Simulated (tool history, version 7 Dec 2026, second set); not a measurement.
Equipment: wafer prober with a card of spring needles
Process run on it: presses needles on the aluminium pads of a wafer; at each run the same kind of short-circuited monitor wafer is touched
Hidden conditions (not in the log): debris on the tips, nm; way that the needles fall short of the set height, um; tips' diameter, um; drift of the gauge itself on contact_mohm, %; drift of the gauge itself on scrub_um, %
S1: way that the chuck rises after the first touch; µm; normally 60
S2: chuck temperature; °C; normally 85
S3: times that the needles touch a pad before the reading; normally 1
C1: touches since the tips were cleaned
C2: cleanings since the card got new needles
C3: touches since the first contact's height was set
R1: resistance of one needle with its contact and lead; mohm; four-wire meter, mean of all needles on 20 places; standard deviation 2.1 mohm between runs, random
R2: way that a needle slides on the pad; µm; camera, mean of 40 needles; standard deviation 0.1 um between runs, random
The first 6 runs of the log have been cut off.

At hour 90.4: tips cleaned on abrasive film.
Run 7, hour 104.3: usual settings; C1 3932; C2 65; C3 61284. Result: R1 244 mohm, R2 15.91 µm.
At hour 106.1: tips cleaned on abrasive film.
At hour 121.3: tips cleaned on abrasive film.
Run 8, hour 121.4: usual settings; C1 51; C2 67; C3 66076. Result: R1 232 mohm, R2 15.67 µm.
At hour 136.3: tips cleaned on abrasive film.
Run 9, hour 139.8: usual settings; C1 976; C2 68; C3 71239. Result: R1 237 mohm, R2 15.95 µm.
At hour 152.3: tips cleaned on abrasive film.
Run 10, hour 154.9: usual settings but S1 45 µm; C1 716; C2 69; C3 75472. Result: R1 249 mohm, R2 11.65 µm.
At hour 167.2: tips cleaned on abrasive film.
Run 11, hour 174.7: usual settings but S1 45 µm; C1 2127; C2 70; C3 81053. Result: R1 262 mohm, R2 11.75 µm.
At hour 183.3: tips cleaned on abrasive film.
Run 12, hour 192.5: usual settings; C1 2598; C2 71; C3 86049. Result: R1 245 mohm, R2 15.70 µm.
At hour 198.9: tips cleaned on abrasive film.
At hour 214.2: tips cleaned on abrasive film.
Run 13, hour 216.1: usual settings but S3 2; C1 530; C2 73; C3 92663. Result: R1 232 mohm, R2 15.81 µm.
At hour 228.6: tips cleaned on abrasive film.
Run 14, hour 228.6: usual settings; C1 0; C2 74; C3 96191. Result: R1 230 mohm, R2 15.84 µm.
At hour 244.0: tips cleaned on abrasive film.
Run 15, hour 245.0: usual settings; C1 276; C2 75; C3 100782. Result: R1 234 mohm, R2 15.61 µm.
At hour 260.1: tips cleaned on abrasive film.
Run 16, hour 268.5: usual settings but S1 62 µm, S3 2; C1 2370; C2 76; C3 107396. Result: R1 236 mohm, R2 16.23 µm.
At hour 274.3: tips cleaned on abrasive film.
At hour 289.3: tips cleaned on abrasive film.
Run 17, hour 293.1: usual settings but S1 52 µm, S2 25 °C; C1 1079; C2 78; C3 114295. Result: R1 230 mohm, R2 13.44 µm.
At hour 303.5: tips cleaned on abrasive film.
Run 18, hour 310.4: usual settings but S1 52 µm, S2 25 °C; C1 1955; C2 79; C3 119156. Result: R1 235 mohm, R2 13.46 µm.
At hour 318.9: tips cleaned on abrasive film.
Run 19, hour 331.2: usual settings but S1 64 µm, S2 93 °C, S3 2; C1 3472; C2 80; C3 125013. Result: R1 239 mohm, R2 16.63 µm.
At hour 334.2: tips cleaned on abrasive film.
At hour 349.0: tips cleaned on abrasive film.
Run 20, hour 349.1: usual settings but S1 68 µm, S2 35 °C, S3 2; C1 32; C2 82; C3 130012. Result: R1 217 mohm, R2 17.68 µm.
At hour 364.0: tips cleaned on abrasive film.
Run 21, hour 371.0: usual settings but S1 57 µm, S2 57 °C; C1 1999; C2 83; C3 136197. Result: R1 237 mohm, R2 14.60 µm.
At hour 380.1: tips cleaned on abrasive film.
At hour 395.8: tips cleaned on abrasive film.
Run 22, hour 395.9: usual settings but S1 40 µm, S2 48 °C; C1 15; C2 85; C3 143163. Result: R1 229 mohm, R2 10.37 µm.
At hour 410.9: tips cleaned on abrasive film.
Run 23, hour 415.1: usual settings but S1 40 µm, S2 48 °C; C1 1191; C2 86; C3 148583. Result: R1 250 mohm, R2 10.27 µm.
At hour 426.3: tips cleaned on abrasive film.
Run 24, hour 432.5: usual settings but S1 69 µm, S2 57 °C, S3 3; C1 1751; C2 87; C3 153458. Result: R1 223 mohm, R2 17.94 µm.
At hour 441.8: tips cleaned on abrasive film.
Run 25, hour 453.3: usual settings but S1 46 µm, S3 2; C1 3232; C2 88; C3 159308. Result: R1 253 mohm, R2 11.69 µm.
At hour 456.6: tips cleaned on abrasive film.
Run 26, hour 465.6: usual settings but S1 46 µm, S3 2; C1 2528; C2 89; C3 162755. Result: R1 247 mohm, R2 11.83 µm.
At hour 472.1: tips cleaned on abrasive film.
Run 27, hour 478.8: usual settings but S1 46 µm, S3 2; C1 1916; C2 90; C3 166478. Result: R1 250 mohm, R2 11.72 µm.
At hour 487.4: tips cleaned on abrasive film.
Run 28, hour 489.5: usual settings but S1 65 µm, S3 2; C1 608; C2 91; C3 169476. Result: R1 230 mohm, R2 16.69 µm.
At hour 501.9: tips cleaned on abrasive film.
Run 29, hour 514.5: usual settings but S2 29 °C; C1 3575; C2 92; C3 176517. Result: R1 238 mohm, R2 15.61 µm.
At hour 518.2: tips cleaned on abrasive film.
Run 30, hour 527.5: usual settings but S2 55 °C, S3 3; C1 2617; C2 93; C3 180140. Result: R1 229 mohm, R2 15.38 µm.

Below are 4 alternative next runs, each starting from the tool's condition after run 30. Predict each:
At hour 532.7: tips cleaned on abrasive film.
At hour 546.9: tips cleaned on abrasive film.
Run A, hour 553.5: usual settings but S1 65 µm, S2 32 °C, S3 2; C1 1861; C2 95; C3 187441. Result: R1 ?, R2 ?.
At hour 532.7: tips cleaned on abrasive film.
At hour 546.9: tips cleaned on abrasive film.
Run B, hour 553.5: usual settings but S2 55 °C, S3 2; C1 1861; C2 95; C3 187441. Result: R1 ?, R2 ?.
At hour 532.7: tips cleaned on abrasive film.
At hour 546.9: tips cleaned on abrasive film.
Run C, hour 553.5: usual settings but S1 41 µm, S3 3; C1 1861; C2 95; C3 187441. Result: R1 ?, R2 ?.
At hour 532.7: tips cleaned on abrasive film.
At hour 546.9: tips cleaned on abrasive film.
Run D, hour 553.5: usual settings but S2 25 °C, S3 3; C1 1861; C2 95; C3 187441. Result: R1 ?, R2 ?.

run   R1     R2
  A  226  16.83
  B  232  15.30
  C  251  10.41
  D  220  15.32
Had the tool no hidden state, the same runs would have come out as:
run   R1     R2
  A  217  17.47
  B  222  15.93
  C  237  11.05
  D  213  15.95
